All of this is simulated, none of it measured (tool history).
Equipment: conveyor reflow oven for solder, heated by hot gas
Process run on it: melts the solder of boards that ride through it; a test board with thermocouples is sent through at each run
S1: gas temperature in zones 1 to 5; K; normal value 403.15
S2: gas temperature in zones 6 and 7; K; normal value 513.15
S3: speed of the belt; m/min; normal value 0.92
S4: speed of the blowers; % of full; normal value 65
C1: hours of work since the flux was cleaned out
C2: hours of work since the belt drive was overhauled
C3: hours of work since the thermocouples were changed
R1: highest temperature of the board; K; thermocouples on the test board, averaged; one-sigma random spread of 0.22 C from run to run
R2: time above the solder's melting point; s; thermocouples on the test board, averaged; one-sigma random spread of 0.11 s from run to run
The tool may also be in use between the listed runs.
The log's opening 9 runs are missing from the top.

run   hour      S1      S2     S3  S4   C1   C2   C3      R1    R2
 10  225.4  403.15  513.15   0.92  62   31  387  338  492.95  38.7
 11  257.1  403.15  513.15   0.92  65   47  403  354  493.55  39.2
 12    284  403.15  504.15   0.92  65   60  416  367  486.05    35
 13  310.6  403.15  513.15   0.92  65   74  429  380  493.75  38.7
 14  328.2  403.15  513.15   0.92  65   82  438  389  493.35  39.2
 15  357.1  403.15  513.15   0.92  65   97  452  403  493.05    39
 16  377.1  403.15  513.15   0.92  65  106  462  413  493.35  38.9
 17  411.7  408.15  507.15   0.92  65  124  479  430  488.75  37.8
 18  438.3  408.15  507.15  0.958  65  137  492  443  487.85  35.3
 19  456.5  402.15  507.15  0.786  65  146  501  452  492.95  45.7
 20  490.4  393.15  523.15  1.075  65  162  518  469  493.05    31
     498.1  -- flux residue cleaned out of gas plates and filters
 21  511.1  407.15  511.15   0.92  78    6  526  477  495.95  41.3
 22  530.1  407.15  511.15   0.92  78   16  535  486  495.45  41.3
 23  561.8  403.15  502.15   0.92  89   31  551  502  488.85  37.9
 24  577.7  403.15  502.15   0.92  89   39  559  510  489.05  37.6
 25  601.3  403.15  502.15   0.92  89   51  570  521  488.55  37.6
 26  628.7  403.15  527.15   0.82  89   65  584  535  514.75  53.2
 27  647.8  403.15  513.15   0.92  64   74  593  544  492.95  38.6
 28  670.7  403.15  513.15   0.92  64   85  605  556  493.25  38.7
 29  706.1  403.15  518.15   0.92  86  103  622  573  502.05  43.2
 30  737.3  403.15  518.15   0.92  86  118  637  588  502.65  43.2
 31  769.9  403.15  508.15   0.92  58  134  654  605  486.65  35.3

Consider 4 possible next runs. They are alternatives, not a sequence: every one starts from the tool as it was left by run 31. What does each give?
  A  785.1  400.15  516.15   0.92  59  142  661  612   ?   ?
  B  785.1  403.15  524.15   0.92  58  142  661  612   ?   ?
  C  785.1  403.15  507.15  1.088  58  142  661  612   ?   ?
  D  785.1  399.15  508.15   0.92  58  142  661  612   ?   ?

run      R1    R2
  A  492.75  38.1
  B  500.35  42.1
  C  479.45  24.6
  D  486.15  33.7
With no hidden state in the tool, these same runs would have given:
run      R1    R2
  A  494.25  38.4
  B  501.75  42.3
  C  480.75  25.2
  D  487.55  34.3
